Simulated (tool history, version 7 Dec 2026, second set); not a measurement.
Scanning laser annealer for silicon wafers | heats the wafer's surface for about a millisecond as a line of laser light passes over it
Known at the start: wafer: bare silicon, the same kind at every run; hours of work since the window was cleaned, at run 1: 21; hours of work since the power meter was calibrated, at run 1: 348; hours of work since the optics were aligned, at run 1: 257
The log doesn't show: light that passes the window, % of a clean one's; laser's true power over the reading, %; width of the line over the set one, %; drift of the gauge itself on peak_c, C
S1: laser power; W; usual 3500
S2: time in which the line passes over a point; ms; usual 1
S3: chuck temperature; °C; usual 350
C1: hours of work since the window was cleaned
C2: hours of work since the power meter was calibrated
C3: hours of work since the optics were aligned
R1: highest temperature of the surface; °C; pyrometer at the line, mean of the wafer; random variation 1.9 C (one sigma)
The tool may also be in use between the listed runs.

run 1 hour=0 | S1=3500 S2=1 S3=350 | C1=21 C2=348 C3=257 | R1=1133
run 2 hour=22.9 | S1=3500 S2=0.74 S3=350 | C1=31 C2=358 C3=266 | R1=1012
run 3 hour=42.9 | S1=3500 S2=0.74 S3=350 | C1=39 C2=366 C3=275 | R1=1009
run 4 hour=63.9 | S1=3500 S2=0.74 S3=350 | C1=48 C2=375 C3=283 | R1=1008
run 5 hour=80.5 | S1=3500 S2=0.74 S3=350 | C1=55 C2=382 C3=290 | R1=1009
run 6 hour=91.1 | S1=3500 S2=0.74 S3=350 | C1=59 C2=386 C3=295 | R1=1007
run 7 hour=105.6 | S1=3500 S2=1.02 S3=350 | C1=65 C2=392 C3=301 | R1=1144
run 8 hour=122.6 | S1=3500 S2=1.02 S3=350 | C1=72 C2=399 C3=308 | R1=1145
run 9 hour=145.3 | S1=3500 S2=1.15 S3=350 | C1=82 C2=409 C3=317 | R1=1204
run 10 hour=163.2 | S1=3500 S2=1 S3=350 | C1=89 C2=416 C3=325 | R1=1135
run 11 hour=181.3 | S1=3500 S2=1 S3=357 | C1=97 C2=424 C3=332 | R1=1139
run 12 hour=202.3 | S1=3500 S2=1 S3=357 | C1=106 C2=432 C3=341 | R1=1139
run 13 hour=223.8 | S1=3500 S2=1 S3=335 | C1=115 C2=441 C3=350 | R1=1119
run 14 hour=243.2 | S1=3500 S2=1 S3=335 | C1=123 C2=449 C3=358 | R1=1118
run 15 hour=256.7 | S1=3500 S2=1 S3=335 | C1=128 C2=455 C3=364 | R1=1119
run 16 hour=268.2 | S1=3500 S2=1 S3=335 | C1=133 C2=460 C3=369 | R1=1121
run 17 hour=286.8 | S1=3500 S2=1 S3=335 | C1=141 C2=468 C3=376 | R1=1115
run 18 hour=307.9 | S1=3500 S2=1 S3=335 | C1=150 C2=476 C3=385 | R1=1118
run 19 hour=322.8 | S1=3141 S2=1.23 S3=366 | C1=156 C2=483 C3=391 | R1=1140
run 20 hour=335.4 | S1=3703 S2=0.81 S3=374 | C1=161 C2=488 C3=397 | R1=1114
run 21 hour=359 | S1=3185 S2=0.97 S3=364 | C1=171 C2=498 C3=406 | R1=1047
run 22 hour=369.6 | S1=3500 S2=0.78 S3=358 | C1=175 C2=502 C3=411 | R1=1030
run 23 hour=390.4 | S1=3500 S2=0.78 S3=358 | C1=184 C2=511 C3=419 | R1=1031
run 24 hour=411 | S1=3399 S2=1.23 S3=342 | C1=193 C2=519 C3=428 | R1=1191
run 25 hour=422.3 | S1=3008 S2=1.05 S3=354 | C1=197 C2=524 C3=433 | R1=1017
run 26 hour=439.8 | S1=3500 S2=1 S3=340 | C1=205 C2=531 C3=440 | R1=1117
run 27 hour=454.3 | S1=3500 S2=1 S3=362 | C1=211 C2=537 C3=446 | R1=1136
run 28 hour=468.8 | S1=3500 S2=1.15 S3=390 | C1=217 C2=544 C3=452 | R1=1235
run 29 hour=491.2 | S1=3504 S2=0.74 S3=362 | C1=226 C2=553 C3=461 | R1=1015
run 30 hour=508 | S1=2979 S2=1.12 S3=350 | C1=233 C2=560 C3=469 | R1=1030
run 31 hour=530.4 | S1=3500 S2=1 S3=346 | C1=242 C2=569 C3=478 | R1=1124
run 32 hour=551.7 | S1=3009 S2=1.16 S3=346 | C1=251 C2=578 C3=487 | R1=1049
run 33 hour=565.2 | S1=3583 S2=1.16 S3=318 | C1=257 C2=584 C3=492 | R1=1191
run 34 hour=582.1 | S1=3583 S2=1.16 S3=318 | C1=264 C2=591 C3=499 | R1=1185
run 35 hour=605 | S1=3583 S2=1.16 S3=318 | C1=273 C2=600 C3=509 | R1=1189

3 ways to go on from here, each from the tool as it stands after run 35. What would each give?
run A hour=627.4 | S1=3583 S2=0.93 S3=318 | C1=283 C2=610 C3=518 | R1=?
run B hour=627.4 | S1=3749 S2=0.86 S3=368 | C1=283 C2=610 C3=518 | R1=?
run C hour=627.4 | S1=3500 S2=0.85 S3=350 | C1=283 C2=610 C3=518 | R1=?

run=A R1=1084
run=B R1=1140
run=C R1=1054
Without the tool's hidden state the same runs would have given:
run=A R1=1102
run=B R1=1159
run=C R1=1071
